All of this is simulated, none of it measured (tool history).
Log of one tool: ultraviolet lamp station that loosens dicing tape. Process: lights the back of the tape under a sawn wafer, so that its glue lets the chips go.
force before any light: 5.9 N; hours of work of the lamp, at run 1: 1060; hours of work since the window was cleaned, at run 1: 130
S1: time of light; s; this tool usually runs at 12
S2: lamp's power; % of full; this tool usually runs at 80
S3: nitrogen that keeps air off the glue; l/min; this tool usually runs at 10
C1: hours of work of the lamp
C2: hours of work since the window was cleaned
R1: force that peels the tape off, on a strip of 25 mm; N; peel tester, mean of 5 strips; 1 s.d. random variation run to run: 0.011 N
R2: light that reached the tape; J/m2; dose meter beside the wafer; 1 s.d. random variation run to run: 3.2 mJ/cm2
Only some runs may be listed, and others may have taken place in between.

Run 1, hour 0: usual settings; C1 1060; C2 130. Result: R1 0.809 N, R2 3830 J/m2.
Run 2, hour 65.9: usual settings; C1 1094; C2 164. Result: R1 0.819 N, R2 3730 J/m2.
Run 3, hour 150.5: usual settings; C1 1138; C2 208. Result: R1 0.835 N, R2 3650 J/m2.
Run 4, hour 241.2: usual settings; C1 1186; C2 256. Result: R1 0.865 N, R2 3620 J/m2.
Run 5, hour 322.4: usual settings; C1 1228; C2 298. Result: R1 0.891 N, R2 3510 J/m2.
Run 6, hour 383.9: usual settings but S3 6 l/min; C1 1260; C2 330. Result: R1 1.205 N, R2 3480 J/m2.
Run 7, hour 424.4: usual settings but S2 62 % of full, S3 6 l/min; C1 1281; C2 351. Result: R1 1.638 N, R2 2670 J/m2.
Run 8, hour 484.9: usual settings but S2 62 % of full, S3 6 l/min; C1 1313; C2 383. Result: R1 1.731 N, R2 2650 J/m2.
Run 9, hour 562.3: usual settings but S2 84 % of full; C1 1353; C2 423. Result: R1 0.91 N, R2 3450 J/m2.
Run 10, hour 606.3: usual settings but S2 84 % of full; C1 1376; C2 446. Result: R1 0.921 N, R2 3480 J/m2.
Run 11, hour 658: usual settings but S2 84 % of full; C1 1403; C2 473. Result: R1 0.979 N, R2 3380 J/m2.
Run 12, hour 711.6: usual settings; C1 1430; C2 501. Result: R1 1.037 N, R2 3170 J/m2.
At hour 745.5: lamp changed.
Run 13, hour 797.2: usual settings; C1 27; C2 545. Result: R1 0.621 N, R2 4410 J/m2.
Run 14, hour 839.8: usual settings; C1 49; C2 567. Result: R1 0.607 N, R2 4320 J/m2.
At hour 856.5: window cleaned of glue's vapour.
Run 15, hour 905.8: usual settings; C1 83; C2 26. Result: R1 0.497 N, R2 4940 J/m2.
Run 16, hour 994.1: usual settings; C1 129; C2 72. Result: R1 0.511 N, R2 4870 J/m2.
Run 17, hour 1046.9: usual settings but S3 7 l/min; C1 157; C2 99. Result: R1 0.654 N, R2 4760 J/m2.
Run 18, hour 1097.7: usual settings but S1 13 s; C1 183; C2 126. Result: R1 0.472 N, R2 5180 J/m2.
Run 19, hour 1144.6: usual settings but S1 9 s; C1 207; C2 150. Result: R1 0.898 N, R2 3500 J/m2.
Run 20, hour 1218.4: usual settings but S1 9 s; C1 246; C2 188. Result: R1 0.957 N, R2 3500 J/m2.
Run 21, hour 1281.8: usual settings but S1 9 s; C1 279; C2 221. Result: R1 0.956 N, R2 3400 J/m2.
Run 22, hour 1333.6: usual settings but S1 24 s, S3 18 l/min; C1 306; C2 248. Result: R1 0.195 N, R2 9090 J/m2.
Run 23, hour 1422.5: usual settings but S3 11 l/min; C1 352; C2 295. Result: R1 0.585 N, R2 4460 J/m2.
Run 24, hour 1460.8: usual settings but S1 18 s; C1 372; C2 314. Result: R1 0.311 N, R2 6580 J/m2.
Run 25, hour 1534.5: usual settings but S1 18 s; C1 410; C2 353. Result: R1 0.314 N, R2 6430 J/m2.
Run 26, hour 1577: usual settings but S1 9 s, S2 87 % of full, S3 11 l/min; C1 432; C2 375. Result: R1 0.886 N, R2 3470 J/m2.
Run 27, hour 1618.2: usual settings but S1 11 s, S2 74 % of full, S3 4 l/min; C1 454; C2 396. Result: R1 1.439 N, R2 3540 J/m2.
Run 28, hour 1687.8: usual settings but S1 17 s, S2 74 % of full, S3 4 l/min; C1 490; C2 433. Result: R1 0.745 N, R2 5420 J/m2.
Run 29, hour 1757.6: usual settings but S1 8 s, S2 62 % of full, S3 17 l/min; C1 526; C2 469. Result: R1 1.542 N, R2 2100 J/m2.
Run 30, hour 1846.7: usual settings but S1 8 s, S2 62 % of full, S3 17 l/min; C1 573; C2 515. Result: R1 1.552 N, R2 2020 J/m2.
Run 31, hour 1918.8: usual settings but S1 8 s, S2 62 % of full, S3 17 l/min; C1 610; C2 553. Result: R1 1.587 N, R2 2020 J/m2.
At hour 1958.2: window cleaned of glue's vapour.
Run 32, hour 1969: usual settings but S1 8 s, S2 62 % of full, S3 17 l/min; C1 636; C2 6. Result: R1 1.372 N, R2 2310 J/m2.
Run 33, hour 2029.9: usual settings but S1 16 s, S2 95 % of full, S3 19 l/min; C1 668; C2 37. Result: R1 0.225 N, R2 6830 J/m2.
Run 34, hour 2103.4: usual settings but S1 16 s, S2 95 % of full, S3 19 l/min; C1 706; C2 76. Result: R1 0.245 N, R2 6800 J/m2.
Run 35, hour 2160.1: usual settings but S1 16 s, S2 95 % of full, S3 19 l/min; C1 736; C2 105. Result: R1 0.232 N, R2 6750 J/m2.
Run 36, hour 2201.8: usual settings but S1 16 s, S2 95 % of full, S3 19 l/min; C1 757; C2 127. Result: R1 0.223 N, R2 6700 J/m2.
Run 37, hour 2274.4: usual settings but S1 16 s, S2 92 % of full, S3 6 l/min; C1 795; C2 165. Result: R1 0.419 N, R2 6340 J/m2.
Run 38, hour 2360.8: usual settings but S1 7 s, S2 93 % of full, S3 6 l/min; C1 840; C2 210. Result: R1 1.693 N, R2 2700 J/m2.
Run 39, hour 2425: usual settings but S1 6 s, S2 93 % of full, S3 6 l/min; C1 873; C2 243. Result: R1 2.046 N, R2 2330 J/m2.
Run 40, hour 2484.3: usual settings but S1 6 s, S2 93 % of full, S3 6 l/min; C1 904; C2 274. Result: R1 2.046 N, R2 2210 J/m2.
Run 41, hour 2524.7: usual settings but S1 6 s, S2 93 % of full, S3 6 l/min; C1 925; C2 295. Result: R1 2.059 N, R2 2240 J/m2.
Run 42, hour 2578.3: usual settings but S1 6 s, S3 17 l/min; C1 953; C2 323. Result: R1 1.679 N, R2 1900 J/m2.

Subtracting, for every run, the result it would have given without the tool's unlogged condition from the measured result gives the following. The same run-to-run variation enters both numbers; the gauge's scatter may not:
What the log doesn't record here: lamp's light, % of a new lamp's; light that the window lets through, % of a clean one's; drift of the gauge itself on peel_n, %; drift of the gauge itself on dose_mj_cm2, %.
run      R1     R2
  1  +0.317  -1210
  2  +0.334  -1280
  3  +0.358  -1350
  4  +0.388  -1450
  5   +0.42  -1510
  6  +0.556  -1570
  7  +0.679  -1240
  8  +0.732  -1300
  9   +0.48  -1800
 10  +0.495  -1870
 11  +0.532  -1920
 12  +0.573  -1860
 13  +0.143   -670
 14  +0.149   -710
 15  +0.022   -120
 16   +0.04   -220
 17  +0.062   -280
 18  +0.053   -350
 19  +0.108   -280
 20  +0.137   -330
 21  +0.154   -380
 22  +0.006  -1130
 23  +0.132   -650
 24  +0.056  -1040
 25  +0.064  -1150
 26  +0.229   -660
 27  +0.332   -710
 28  +0.227  -1190
 29  +0.401   -520
 30  +0.431   -550
 31  +0.466   -590
 32  +0.239   -330
 33  +0.025  -1080
 34  +0.029  -1200
 35   +0.03  -1300
 36  +0.032  -1390
 37  +0.126  -1430
 38  +0.437   -690
 39  +0.496   -620
 40  +0.521   -660
 41   +0.54   -690
 42  +0.511   -610
